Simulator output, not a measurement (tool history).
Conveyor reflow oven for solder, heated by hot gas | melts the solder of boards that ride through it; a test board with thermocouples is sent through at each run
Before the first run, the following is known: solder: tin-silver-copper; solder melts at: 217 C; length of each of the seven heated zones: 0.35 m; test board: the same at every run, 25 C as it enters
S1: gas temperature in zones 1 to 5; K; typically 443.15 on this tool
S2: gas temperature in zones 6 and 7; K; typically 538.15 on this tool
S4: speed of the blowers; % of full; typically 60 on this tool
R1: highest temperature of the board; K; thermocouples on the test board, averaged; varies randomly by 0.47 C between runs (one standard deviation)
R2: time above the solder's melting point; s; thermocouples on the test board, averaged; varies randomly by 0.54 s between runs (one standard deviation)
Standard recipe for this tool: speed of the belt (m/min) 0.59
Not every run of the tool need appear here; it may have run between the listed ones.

Run 1, hour 0: usual settings. Result: R1 521.45 K, R2 48.9 s.
Run 2, hour 21.4: usual settings but S1 447.15 K. Result: R1 522.25 K, R2 51.5 s.
Run 3, hour 33: usual settings but S1 447.15 K. Result: R1 523.05 K, R2 51 s.
Run 4, hour 48.6: usual settings but S1 447.15 K. Result: R1 522.85 K, R2 50.3 s.
Run 5, hour 59.6: usual settings but S1 455.15 K. Result: R1 524.15 K, R2 55.8 s.
Run 6, hour 73.8: usual settings but S1 455.15 K. Result: R1 524.15 K, R2 55.1 s.
At hour 84.9: flux residue cleaned out of gas plates and filters.
Run 7, hour 98.8: usual settings but S4 61 % of full. Result: R1 522.05 K, R2 49.4 s.
Run 8, hour 109.3: usual settings but S2 526.15 K, speed of the belt (m/min) 0.517, S4 61 % of full. Result: R1 515.35 K, R2 53.6 s.
Run 9, hour 129.7: usual settings but S1 458.15 K, speed of the belt (m/min) 0.546. Result: R1 526.35 K, R2 62.4 s.
Run 10, hour 147.8: usual settings but S1 445.15 K, S2 547.15 K, speed of the belt (m/min) 0.546. Result: R1 532.75 K, R2 62.6 s.
Run 11, hour 170.4: usual settings but S1 445.15 K, S2 547.15 K, speed of the belt (m/min) 0.576. Result: R1 530.65 K, R2 56.7 s.
Run 12, hour 187: usual settings but S2 541.15 K. Result: R1 524.45 K, R2 51.9 s.
Run 13, hour 207.4: usual settings but S1 451.15 K, S2 541.15 K, speed of the belt (m/min) 0.675, S4 78 % of full. Result: R1 526.35 K, R2 48.2 s.
Run 14, hour 230.3: usual settings but S1 444.15 K, speed of the belt (m/min) 0.472. Result: R1 528.25 K, R2 69.9 s.

Branching from run 14: 5 alternative next runs. What would each branch give?
Run A, hour 248.4: usual settings but S1 439.15 K, speed of the belt (m/min) 0.648, S4 81 % of full. Result: R1 ?, R2 ?.
Run B, hour 248.4: usual settings but S1 444.15 K, S2 542.15 K, speed of the belt (m/min) 0.472, S4 64 % of full. Result: R1 ?, R2 ?.
Run C, hour 248.4: usual settings but speed of the belt (m/min) 0.507, S4 83 % of full. Result: R1 ?, R2 ?.
Run D, hour 248.4: usual settings but speed of the belt (m/min) 0.505. Result: R1 ?, R2 ?.
Run E, hour 248.4: usual settings but S1 458.15 K, S2 548.15 K, speed of the belt (m/min) 0.472. Result: R1 ?, R2 ?.

run      R1    R2
  A  523.45  45.4
  B  532.15  71.4
  C  530.85  66.9
  D  526.75  62.7
  E  538.25  81.8
Had the tool no hidden state, the same runs would have come out as:
run      R1    R2
  A  523.55  45.4
  B  532.15  71.4
  C  530.95    67
  D  526.85  62.8
  E  538.35  81.8
